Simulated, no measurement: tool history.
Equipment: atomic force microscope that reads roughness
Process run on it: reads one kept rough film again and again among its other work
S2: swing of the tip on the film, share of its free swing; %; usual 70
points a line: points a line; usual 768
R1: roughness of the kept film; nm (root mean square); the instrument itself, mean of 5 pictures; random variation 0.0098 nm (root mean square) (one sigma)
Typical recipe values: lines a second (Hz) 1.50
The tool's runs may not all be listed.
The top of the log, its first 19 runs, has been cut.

{"run": 20, "hour": 160.0, "lines a second (Hz)": 1.58, "S2": 70, "points a line": 768, "R1": 2.226}
{"run": 21, "hour": 168.0, "lines a second (Hz)": 1.5, "S2": 69, "points a line": 768, "R1": 2.229}
{"run": 22, "hour": 173.8, "lines a second (Hz)": 3.36, "S2": 63, "points a line": 768, "R1": 2.173}
{"run": 23, "hour": 183.7, "lines a second (Hz)": 1.06, "S2": 70, "points a line": 943, "R1": 2.218}
{"run": 24, "hour": 190.5, "lines a second (Hz)": 1.06, "S2": 70, "points a line": 943, "R1": 2.224}
{"hour": 193.3, "done": "height scale calibrated on a step standard, once more"}
{"run": 25, "hour": 198.4, "lines a second (Hz)": 1.06, "S2": 70, "points a line": 943, "R1": 2.249}
{"run": 26, "hour": 204.7, "lines a second (Hz)": 1.06, "S2": 70, "points a line": 943, "R1": 2.219}
{"run": 27, "hour": 211.8, "lines a second (Hz)": 3.94, "S2": 65, "points a line": 294, "R1": 2.107}
{"run": 28, "hour": 217.3, "lines a second (Hz)": 0.83, "S2": 90, "points a line": 929, "R1": 2.158}
{"run": 29, "hour": 222.6, "lines a second (Hz)": 3.68, "S2": 57, "points a line": 551, "R1": 2.192}
{"run": 30, "hour": 230.6, "lines a second (Hz)": 2.23, "S2": 70, "points a line": 257, "R1": 2.126}
{"run": 31, "hour": 237.6, "lines a second (Hz)": 2.23, "S2": 70, "points a line": 257, "R1": 2.132}
{"run": 32, "hour": 244.9, "lines a second (Hz)": 2.23, "S2": 70, "points a line": 257, "R1": 2.127}
{"run": 33, "hour": 250.3, "lines a second (Hz)": 0.6, "S2": 72, "points a line": 796, "R1": 2.22}
{"run": 34, "hour": 255.1, "lines a second (Hz)": 0.6, "S2": 72, "points a line": 796, "R1": 2.215}
{"run": 35, "hour": 263.1, "lines a second (Hz)": 0.6, "S2": 72, "points a line": 796, "R1": 2.206}
{"run": 36, "hour": 270.4, "lines a second (Hz)": 1.5, "S2": 76, "points a line": 415, "R1": 2.128}
{"run": 37, "hour": 278.8, "lines a second (Hz)": 1.5, "S2": 76, "points a line": 415, "R1": 2.116}
{"run": 38, "hour": 286.7, "lines a second (Hz)": 1.5, "S2": 76, "points a line": 415, "R1": 2.141}
{"run": 39, "hour": 294.3, "lines a second (Hz)": 1.5, "S2": 75, "points a line": 768, "R1": 2.144}
{"run": 40, "hour": 306.1, "lines a second (Hz)": 2.73, "S2": 56, "points a line": 848, "R1": 2.164}
{"run": 41, "hour": 311.7, "lines a second (Hz)": 2.73, "S2": 56, "points a line": 848, "R1": 2.178}

Below are 3 alternative next runs, each starting from the tool's condition after run 41. Predict each:
{"run": "A", "hour": 318.2, "lines a second (Hz)": 2.73, "S2": 56, "points a line": 747, "R1": "?"}
{"run": "B", "hour": 318.2, "lines a second (Hz)": 0.78, "S2": 88, "points a line": 284, "R1": "?"}
{"run": "C", "hour": 318.2, "lines a second (Hz)": 2.73, "S2": 56, "points a line": 340, "R1": "?"}

run=A R1=2.166
run=B R1=2.116
run=C R1=2.161
The same runs, with their run-to-run variation unchanged, on a tool lacking any hidden condition would have given:
run=A R1=2.268
run=B R1=2.215
run=C R1=2.263
